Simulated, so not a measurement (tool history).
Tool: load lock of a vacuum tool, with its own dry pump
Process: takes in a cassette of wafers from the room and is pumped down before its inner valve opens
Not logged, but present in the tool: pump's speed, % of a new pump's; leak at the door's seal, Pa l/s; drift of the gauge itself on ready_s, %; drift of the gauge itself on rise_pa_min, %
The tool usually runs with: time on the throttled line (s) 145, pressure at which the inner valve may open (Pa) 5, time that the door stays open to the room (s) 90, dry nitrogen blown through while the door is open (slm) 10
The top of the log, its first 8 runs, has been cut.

| run | hour | time on the throttled line (s) | pressure at which the inner valve may open (Pa) | time that the door stays open to the room (s) | dry nitrogen blown through while the door is open (slm) | hours that the pump has run since its overhaul | times that the door has closed on its seal | incoming humidity of the room's air, % | time from the closed door until the inner valve may open (s) | rise of the pressure with all valves shut (Pa/min) |
|---|---|---|---|---|---|---|---|---|---|---|
| 9 | 2401.8 | 145 | 5 | 90 | 10 | 7501 | 30755 | 45.4 | 244.8 | 0.162 |
| 10 | 2597.1 | 145 | 5 | 90 | 10 | 7697 | 31451 | 46.1 | 245.3 | 0.172 |
| 11 | 2870.7 | 145 | 5 | 29 | 10 | 7970 | 32427 | 44.9 | 246.2 | 0.16 |
| 12 | 3047.1 | 145 | 5 | 29 | 10 | 8147 | 33055 | 48.1 | 245.2 | 0.171 |
| 13 | 3234.3 | 145 | 5 | 67 | 10 | 8334 | 33723 | 44.5 | 246.3 | 0.185 |
| 14 | 3650.4 | 145 | 5 | 67 | 10 | 8750 | 35206 | 46.4 | 245.7 | 0.188 |
| 15 | 3884.8 | 145 | 5 | 67 | 10 | 8984 | 36041 | 47.7 | 245.4 | 0.201 |
| 16 | 4194.2 | 248 | 5 | 101 | 15 | 9294 | 37144 | 44.7 | 335.4 | 0.209 |
| 17 | 4528.2 | 248 | 5 | 101 | 15 | 9628 | 38334 | 43.1 | 337.1 | 0.22 |
| 18 | 4715.8 | 154 | 5 | 57 | 10 | 9815 | 39003 | 45.4 | 254.2 | 0.22 |
| 19 | 5000.9 | 175 | 9 | 90 | 10 | 10100 | 40019 | 42 | 265.9 | 0.234 |
| 20 | 5335.6 | 175 | 9 | 90 | 10 | 10435 | 41212 | 41.7 | 265.8 | 0.242 |
| 21 | 5522.8 | 175 | 6 | 90 | 10 | 10622 | 41879 | 46 | 271.5 | 0.257 |
|  | 5603.1 | door's seal changed, seat wiped |
| 22 | 5765.8 | 175 | 6 | 90 | 10 | 10864 | 580 | 45.5 | 271.4 | 0.026 |
| 23 | 6202.9 | 145 | 5 | 69 | 10 | 11301 | 2138 | 46.5 | 246.9 | 0.024 |
| 24 | 6589.1 | 133 | 7 | 71 | 16 | 11687 | 3515 | 44.7 | 232 | 0.024 |
| 25 | 6863.3 | 133 | 7 | 71 | 16 | 11961 | 4492 | 45 | 233.4 | 0.031 |
| 26 | 7155.4 | 153 | 7 | 142 | 16 | 12254 | 5533 | 44.5 | 250.5 | 0.039 |
| 27 | 7340.9 | 153 | 7 | 142 | 16 | 12439 | 6194 | 44.1 | 249.5 | 0.04 |
| 28 | 7760.9 | 239 | 8 | 138 | 5 | 12859 | 7691 | 46.5 | 321.9 | 0.065 |
| 29 | 8092.6 | 171 | 6 | 138 | 5 | 13191 | 8874 | 43.8 | 269.3 | 0.062 |
| 30 | 8316.9 | 139 | 5 | 115 | 9 | 13415 | 9673 | 45.4 | 242.7 | 0.056 |

Each row is a separate what-if for the run after 30, all from the same tool condition, not one after another. Results?
| A | 8636.2 | 155 | 5 | 166 | 10 | 13734 | 10811 | 44.4 | ? | ? |
| B | 8636.2 | 145 | 8 | 90 | 4 | 13734 | 10811 | 48.2 | ? | ? |
| C | 8636.2 | 120 | 8 | 115 | 8 | 13734 | 10811 | 48 | ? | ? |
| D | 8636.2 | 75 | 5 | 51 | 7 | 13734 | 10811 | 44.6 | ? | ? |
| E | 8636.2 | 145 | 5 | 67 | 6 | 13734 | 10811 | 45 | ? | ? |

| run | time from the closed door until the inner valve may open (s) | rise of the pressure with all valves shut (Pa/min) |
|---|---|---|
| A | 257.8 | 0.067 |
| B | 242.5 | 0.061 |
| C | 220.1 | 0.061 |
| D | 189 | 0.052 |
| E | 250 | 0.051 |
What these runs would have given with no unlogged condition in the tool:
| run | time from the closed door until the inner valve may open (s) | rise of the pressure with all valves shut (Pa/min) |
|---|---|---|
| A | 250.7 | 0.039 |
| B | 235.5 | 0.033 |
| C | 213 | 0.034 |
| D | 180.9 | 0.024 |
| E | 242.7 | 0.023 |
